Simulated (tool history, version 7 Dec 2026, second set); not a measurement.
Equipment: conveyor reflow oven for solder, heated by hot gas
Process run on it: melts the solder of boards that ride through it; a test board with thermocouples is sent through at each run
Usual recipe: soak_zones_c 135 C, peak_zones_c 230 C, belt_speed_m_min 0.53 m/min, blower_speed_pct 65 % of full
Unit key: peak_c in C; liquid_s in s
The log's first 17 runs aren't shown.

run,hour,soak_zones_c,peak_zones_c,belt_speed_m_min,blower_speed_pct,hours of work since the flux was cleaned out,hours of work since the belt drive was overhauled,hours of work since the thermocouples were changed,peak_c,liquid_s
18,189.1,135,241,0.53,65,222,416,386,214.8,47.2
19,201.3,128,230,0.53,65,230,424,394,204.9,36.1
20,213.7,128,230,0.53,65,239,432,403,203.6,36.5
21,229.2,128,230,0.53,65,249,443,413,204.5,36.1
22,242.9,128,230,0.53,65,258,452,423,204.3,35.3
23,251.7,141,240,0.53,65,264,458,429,215.3,48.6
24,268.5,130,230,0.53,65,276,470,440,204.6,36.4
25,280.4,130,230,0.53,65,284,478,448,205.1,37.2
26,296.1,135,245,0.542,58,295,489,459,215.2,45.6
27,303.6,134,226,0.591,51,300,494,464,194.4,21.2
28,320,134,226,0.591,51,311,505,475,194.9,20.2
29,332.7,134,226,0.591,51,320,514,484,194.2,21.3
30,349.7,127,229,0.578,51,331,525,496,195.5,20.6

Alternative continuations, all from the tool just after run 30; predict every row:
A,366.3,149,230,0.572,55,343,537,507,?,?
B,366.3,122,238,0.558,51,343,537,507,?,?
C,366.3,140,224,0.422,65,343,537,507,?,?

run,peak_c,liquid_s
A,203.9,38.1
B,201.8,29.2
C,208,57.4
Stripped of hidden state, with their random variation kept, the same runs would have yielded:
run,peak_c,liquid_s
A,208.1,42.5
B,206.7,34.2
C,211.8,61.5
